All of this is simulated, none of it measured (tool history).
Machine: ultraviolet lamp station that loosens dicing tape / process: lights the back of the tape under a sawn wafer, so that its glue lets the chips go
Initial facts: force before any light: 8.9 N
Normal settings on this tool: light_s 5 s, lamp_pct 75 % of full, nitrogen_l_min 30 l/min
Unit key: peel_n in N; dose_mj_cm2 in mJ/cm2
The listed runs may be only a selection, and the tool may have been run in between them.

{"run": 1, "day": 0.0, "light_s": 5, "lamp_pct": 75, "nitrogen_l_min": 30, "peel_n": 1.534, "dose_mj_cm2": 300}
{"run": 2, "day": 0.504, "light_s": 5, "lamp_pct": 75, "nitrogen_l_min": 30, "peel_n": 1.573, "dose_mj_cm2": 294}
{"run": 3, "day": 1.367, "light_s": 5, "lamp_pct": 75, "nitrogen_l_min": 30, "peel_n": 1.521, "dose_mj_cm2": 296}
{"run": 4, "day": 1.942, "light_s": 5, "lamp_pct": 75, "nitrogen_l_min": 30, "peel_n": 1.539, "dose_mj_cm2": 295}
{"run": 5, "day": 2.604, "light_s": 5, "lamp_pct": 75, "nitrogen_l_min": 30, "peel_n": 1.538, "dose_mj_cm2": 293}
{"run": 6, "day": 3.154, "light_s": 5, "lamp_pct": 75, "nitrogen_l_min": 30, "peel_n": 1.612, "dose_mj_cm2": 294}
{"run": 7, "day": 3.788, "light_s": 5, "lamp_pct": 75, "nitrogen_l_min": 30, "peel_n": 1.563, "dose_mj_cm2": 292}
{"run": 8, "day": 4.204, "light_s": 5, "lamp_pct": 75, "nitrogen_l_min": 30, "peel_n": 1.628, "dose_mj_cm2": 285}
{"run": 9, "day": 4.942, "light_s": 5, "lamp_pct": 75, "nitrogen_l_min": 30, "peel_n": 1.566, "dose_mj_cm2": 290}
{"run": 10, "day": 5.592, "light_s": 5, "lamp_pct": 75, "nitrogen_l_min": 30, "peel_n": 1.635, "dose_mj_cm2": 285}
{"run": 11, "day": 6.371, "light_s": 5, "lamp_pct": 75, "nitrogen_l_min": 30, "peel_n": 1.558, "dose_mj_cm2": 282}
{"run": 12, "day": 6.988, "light_s": 5, "lamp_pct": 75, "nitrogen_l_min": 30, "peel_n": 1.673, "dose_mj_cm2": 282}
{"run": 13, "day": 7.454, "light_s": 5, "lamp_pct": 75, "nitrogen_l_min": 30, "peel_n": 1.673, "dose_mj_cm2": 283}
{"run": 14, "day": 8.021, "light_s": 5, "lamp_pct": 75, "nitrogen_l_min": 54, "peel_n": 1.413, "dose_mj_cm2": 280}
{"run": 15, "day": 8.388, "light_s": 6, "lamp_pct": 75, "nitrogen_l_min": 14, "peel_n": 1.608, "dose_mj_cm2": 337}
{"run": 16, "day": 8.821, "light_s": 6, "lamp_pct": 75, "nitrogen_l_min": 11, "peel_n": 1.798, "dose_mj_cm2": 337}
{"run": 17, "day": 9.192, "light_s": 4, "lamp_pct": 93, "nitrogen_l_min": 30, "peel_n": 1.711, "dose_mj_cm2": 274}
{"run": 18, "day": 10.088, "light_s": 5, "lamp_pct": 85, "nitrogen_l_min": 44, "peel_n": 1.199, "dose_mj_cm2": 307}
{"run": 19, "day": 10.646, "light_s": 6, "lamp_pct": 75, "nitrogen_l_min": 10, "peel_n": 2.013, "dose_mj_cm2": 328}
{"run": 20, "day": 11.188, "light_s": 6, "lamp_pct": 69, "nitrogen_l_min": 20, "peel_n": 1.75, "dose_mj_cm2": 298}
{"run": 21, "day": 11.904, "light_s": 5, "lamp_pct": 75, "nitrogen_l_min": 36, "peel_n": 1.691, "dose_mj_cm2": 270}
{"run": 22, "day": 12.625, "light_s": 5, "lamp_pct": 75, "nitrogen_l_min": 36, "peel_n": 1.69, "dose_mj_cm2": 269}

4 ways to go on from here, each from the tool as it stands after run 22. What would each give?
{"day": 12.871, "done": "window cleaned of glue's vapour"}
{"run": "A", "day": 13.079, "light_s": 4, "lamp_pct": 73, "nitrogen_l_min": 36, "peel_n": "?", "dose_mj_cm2": "?"}
{"day": 12.871, "done": "window cleaned of glue's vapour"}
{"run": "B", "day": 13.079, "light_s": 2, "lamp_pct": 89, "nitrogen_l_min": 31, "peel_n": "?", "dose_mj_cm2": "?"}
{"day": 12.871, "done": "window cleaned of glue's vapour"}
{"run": "C", "day": 13.079, "light_s": 2, "lamp_pct": 63, "nitrogen_l_min": 36, "peel_n": "?", "dose_mj_cm2": "?"}
{"day": 12.871, "done": "window cleaned of glue's vapour"}
{"run": "D", "day": 13.079, "light_s": 6, "lamp_pct": 92, "nitrogen_l_min": 10, "peel_n": "?", "dose_mj_cm2": "?"}

run=A peel_n=2.045 dose_mj_cm2=240
run=B peel_n=3.570 dose_mj_cm2=145
run=C peel_n=4.608 dose_mj_cm2=101
run=D peel_n=1.140 dose_mj_cm2=452
With the hidden condition removed and each run's random variation left untouched, the same runs would have given:
run=A peel_n=1.422 dose_mj_cm2=301
run=B peel_n=2.856 dose_mj_cm2=182
run=C peel_n=3.913 dose_mj_cm2=128
run=D peel_n=0.707 dose_mj_cm2=569
